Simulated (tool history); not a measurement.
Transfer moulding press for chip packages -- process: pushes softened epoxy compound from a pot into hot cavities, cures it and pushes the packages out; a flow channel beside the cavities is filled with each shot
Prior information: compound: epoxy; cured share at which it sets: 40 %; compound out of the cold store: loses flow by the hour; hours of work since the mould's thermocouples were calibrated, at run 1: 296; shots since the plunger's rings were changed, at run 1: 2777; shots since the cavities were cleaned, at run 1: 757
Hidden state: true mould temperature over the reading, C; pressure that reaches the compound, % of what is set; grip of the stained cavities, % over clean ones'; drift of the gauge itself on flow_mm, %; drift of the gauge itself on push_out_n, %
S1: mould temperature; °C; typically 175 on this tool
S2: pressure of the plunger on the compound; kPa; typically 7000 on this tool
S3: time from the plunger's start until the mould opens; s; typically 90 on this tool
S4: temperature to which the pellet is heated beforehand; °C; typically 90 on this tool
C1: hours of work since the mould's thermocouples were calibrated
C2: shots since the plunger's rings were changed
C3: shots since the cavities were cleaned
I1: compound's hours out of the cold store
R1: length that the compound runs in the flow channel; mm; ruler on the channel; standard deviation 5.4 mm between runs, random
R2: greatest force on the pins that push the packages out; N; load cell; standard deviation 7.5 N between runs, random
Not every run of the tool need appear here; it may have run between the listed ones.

run 1 hour=0.0 | S1=175 S2=7000 S3=90 S4=90 | C1=296 C2=2777 C3=757 | I1=11.0 | R1=799 R2=330
run 2 hour=21.1 | S1=167 S2=7000 S3=90 S4=90 | C1=309 C2=3016 C3=996 | I1=20.6 | R1=793 R2=529
-- hour=24.4 cavities cleaned with cleaning compound and waxed
run 3 hour=47.0 | S1=175 S2=8110 S3=90 S4=90 | C1=325 C2=3291 C3=255 | I1=33.4 | R1=816 R2=324
run 4 hour=64.6 | S1=175 S2=7000 S3=90 S4=90 | C1=336 C2=3489 C3=453 | I1=44.0 | R1=731 R2=320
run 5 hour=77.6 | S1=175 S2=7000 S3=90 S4=90 | C1=344 C2=3636 C3=600 | I1=42.6 | R1=735 R2=312
run 6 hour=104.6 | S1=182 S2=7000 S3=90 S4=90 | C1=361 C2=3941 C3=905 | I1=22.9 | R1=762 R2=278
-- hour=116.8 cavities cleaned with cleaning compound and waxed
run 7 hour=136.2 | S1=182 S2=7000 S3=90 S4=90 | C1=380 C2=4280 C3=219 | I1=16.1 | R1=773 R2=275
run 8 hour=150.3 | S1=175 S2=7060 S3=90 S4=100 | C1=389 C2=4438 C3=377 | I1=24.5 | R1=783 R2=326
run 9 hour=163.7 | S1=170 S2=7060 S3=90 S4=100 | C1=397 C2=4590 C3=529 | I1=15.0 | R1=806 R2=406
run 10 hour=178.3 | S1=170 S2=7060 S3=90 S4=100 | C1=407 C2=4755 C3=694 | I1=24.2 | R1=785 R2=405

Branching from run 10: 3 alternative next runs. What would each branch give?
run A hour=206.2 | S1=177 S2=6870 S3=90 S4=92 | C1=424 C2=5070 C3=1009 | I1=24.9 | R1=? R2=?
run B hour=206.2 | S1=170 S2=7060 S3=85 S4=100 | C1=424 C2=5070 C3=1009 | I1=27.0 | R1=? R2=?
run C hour=206.2 | S1=175 S2=7000 S3=93 S4=90 | C1=424 C2=5070 C3=1009 | I1=29.2 | R1=? R2=?

run=A R1=765 R2=311
run=B R1=780 R2=454
run=C R1=759 R2=306
Without the tool's hidden state the same runs would have given:
run=A R1=765 R2=307
run=B R1=781 R2=448
run=C R1=760 R2=303
